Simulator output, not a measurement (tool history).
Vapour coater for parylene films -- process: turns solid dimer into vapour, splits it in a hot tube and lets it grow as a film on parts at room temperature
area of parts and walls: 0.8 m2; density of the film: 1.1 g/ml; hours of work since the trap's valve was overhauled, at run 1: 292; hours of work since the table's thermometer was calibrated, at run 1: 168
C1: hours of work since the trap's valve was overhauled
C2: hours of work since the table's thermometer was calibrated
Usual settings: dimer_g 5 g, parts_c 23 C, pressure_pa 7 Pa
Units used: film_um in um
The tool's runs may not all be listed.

run 1 hour=0 | dimer_g=5 parts_c=23 pressure_pa=7 | C1=292 C2=168 | film_um=2.6
run 2 hour=12.3 | dimer_g=5 parts_c=16 pressure_pa=7 | C1=301 C2=177 | film_um=3.5
run 3 hour=25.3 | dimer_g=5 parts_c=16 pressure_pa=7 | C1=309 C2=186 | film_um=3.43
run 4 hour=37.8 | dimer_g=5 parts_c=16 pressure_pa=7 | C1=318 C2=194 | film_um=3.46
run 5 hour=55.9 | dimer_g=5 parts_c=33 pressure_pa=7 | C1=330 C2=206 | film_um=1.66
run 6 hour=69.7 | dimer_g=5 parts_c=33 pressure_pa=7 | C1=339 C2=216 | film_um=1.66
-- hour=77.5 trap's valve overhauled
run 7 hour=88 | dimer_g=5 parts_c=26 pressure_pa=7 | C1=7 C2=225 | film_um=2.29
run 8 hour=98.3 | dimer_g=3 parts_c=26 pressure_pa=7 | C1=14 C2=232 | film_um=1.35
run 9 hour=113.6 | dimer_g=3 parts_c=26 pressure_pa=7 | C1=24 C2=243 | film_um=1.33
run 10 hour=124.7 | dimer_g=3 parts_c=26 pressure_pa=7 | C1=32 C2=250 | film_um=1.39
run 11 hour=141.5 | dimer_g=3 parts_c=26 pressure_pa=5.91 | C1=43 C2=261 | film_um=1.37
run 12 hour=150.5 | dimer_g=5 parts_c=19 pressure_pa=2.06 | C1=49 C2=268 | film_um=3.62
run 13 hour=165.2 | dimer_g=5 parts_c=35 pressure_pa=7 | C1=59 C2=278 | film_um=1.52
run 14 hour=176.9 | dimer_g=5 parts_c=35 pressure_pa=7 | C1=67 C2=285 | film_um=1.53
run 15 hour=192.3 | dimer_g=5 parts_c=24 pressure_pa=3.11 | C1=78 C2=296 | film_um=2.8
run 16 hour=210.5 | dimer_g=5 parts_c=24 pressure_pa=3.11 | C1=90 C2=308 | film_um=2.76
run 17 hour=228.9 | dimer_g=5 parts_c=24 pressure_pa=3.11 | C1=103 C2=321 | film_um=2.78
run 18 hour=241.4 | dimer_g=5 parts_c=24 pressure_pa=3.11 | C1=111 C2=329 | film_um=2.75
run 19 hour=261 | dimer_g=3 parts_c=17 pressure_pa=3 | C1=124 C2=342 | film_um=2.29
run 20 hour=270.1 | dimer_g=8 parts_c=32 pressure_pa=7 | C1=130 C2=349 | film_um=2.76
run 21 hour=279.4 | dimer_g=8 parts_c=23 pressure_pa=9.15 | C1=137 C2=355 | film_um=4.02
run 22 hour=296.1 | dimer_g=8 parts_c=23 pressure_pa=9.15 | C1=148 C2=366 | film_um=3.97

Entry by entry between the runs, the difference in hidden state between the last listed run before and the first listed run after:
Logged between run 6 and run 7: trap's valve overhauled (hour 77.5)
  vapour lost through the trap's worn valve, %: 0.7 -> 0
